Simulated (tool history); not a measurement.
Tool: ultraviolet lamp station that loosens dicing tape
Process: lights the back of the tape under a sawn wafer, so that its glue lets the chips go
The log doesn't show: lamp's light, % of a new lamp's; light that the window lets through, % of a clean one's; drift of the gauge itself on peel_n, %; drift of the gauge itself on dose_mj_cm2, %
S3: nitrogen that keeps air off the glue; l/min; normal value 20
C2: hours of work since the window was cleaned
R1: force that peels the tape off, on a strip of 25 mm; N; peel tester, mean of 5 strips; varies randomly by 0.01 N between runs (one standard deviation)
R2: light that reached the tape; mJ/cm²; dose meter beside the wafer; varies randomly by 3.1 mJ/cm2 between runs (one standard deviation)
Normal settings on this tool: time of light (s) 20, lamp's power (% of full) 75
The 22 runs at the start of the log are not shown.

run 23 hour=408.9 | time_of_light_(s)=38 lamp's_power_(%_of_full)=72 S3=15 | hours_of_work_of_the_lamp=473 C2=68 | R1=0.182 R2=778
run 24 hour=434.4 | time_of_light_(s)=38 lamp's_power_(%_of_full)=72 S3=15 | hours_of_work_of_the_lamp=484 C2=78 | R1=0.176 R2=781
run 25 hour=452.1 | time_of_light_(s)=20 lamp's_power_(%_of_full)=75 S3=7 | hours_of_work_of_the_lamp=491 C2=85 | R1=1.183 R2=430
run 26 hour=463.7 | time_of_light_(s)=13 lamp's_power_(%_of_full)=75 S3=17 | hours_of_work_of_the_lamp=496 C2=90 | R1=1.234 R2=276
run 27 hour=476.4 | time_of_light_(s)=13 lamp's_power_(%_of_full)=75 S3=17 | hours_of_work_of_the_lamp=501 C2=95 | R1=1.254 R2=276
run 28 hour=497.9 | time_of_light_(s)=13 lamp's_power_(%_of_full)=79 S3=19 | hours_of_work_of_the_lamp=510 C2=104 | R1=1.077 R2=288
run 29 hour=512.2 | time_of_light_(s)=13 lamp's_power_(%_of_full)=79 S3=19 | hours_of_work_of_the_lamp=516 C2=110 | R1=1.077 R2=290
run 30 hour=525.4 | time_of_light_(s)=21 lamp's_power_(%_of_full)=72 S3=15 | hours_of_work_of_the_lamp=521 C2=116 | R1=0.709 R2=426
run 31 hour=550.5 | time_of_light_(s)=13 lamp's_power_(%_of_full)=90 S3=20 | hours_of_work_of_the_lamp=531 C2=126 | R1=0.850 R2=331
run 32 hour=573.0 | time_of_light_(s)=26 lamp's_power_(%_of_full)=77 S3=20 | hours_of_work_of_the_lamp=540 C2=135 | R1=0.299 R2=565

What if the next run were any one of these 3? Each begins from the tool's condition after run 32:
run A hour=595.8 | time_of_light_(s)=20 lamp's_power_(%_of_full)=98 S3=20 | hours_of_work_of_the_lamp=550 C2=145 | R1=? R2=?
run B hour=595.8 | time_of_light_(s)=20 lamp's_power_(%_of_full)=67 S3=10 | hours_of_work_of_the_lamp=550 C2=145 | R1=? R2=?
run C hour=595.8 | time_of_light_(s)=26 lamp's_power_(%_of_full)=61 S3=20 | hours_of_work_of_the_lamp=550 C2=145 | R1=? R2=?

run=A R1=0.330 R2=553
run=B R1=1.102 R2=371
run=C R1=0.509 R2=440
With the hidden condition removed and each run's random variation left untouched, the same runs would have given:
run=A R1=0.258 R2=616
run=B R1=0.938 R2=414
run=C R1=0.404 R2=490

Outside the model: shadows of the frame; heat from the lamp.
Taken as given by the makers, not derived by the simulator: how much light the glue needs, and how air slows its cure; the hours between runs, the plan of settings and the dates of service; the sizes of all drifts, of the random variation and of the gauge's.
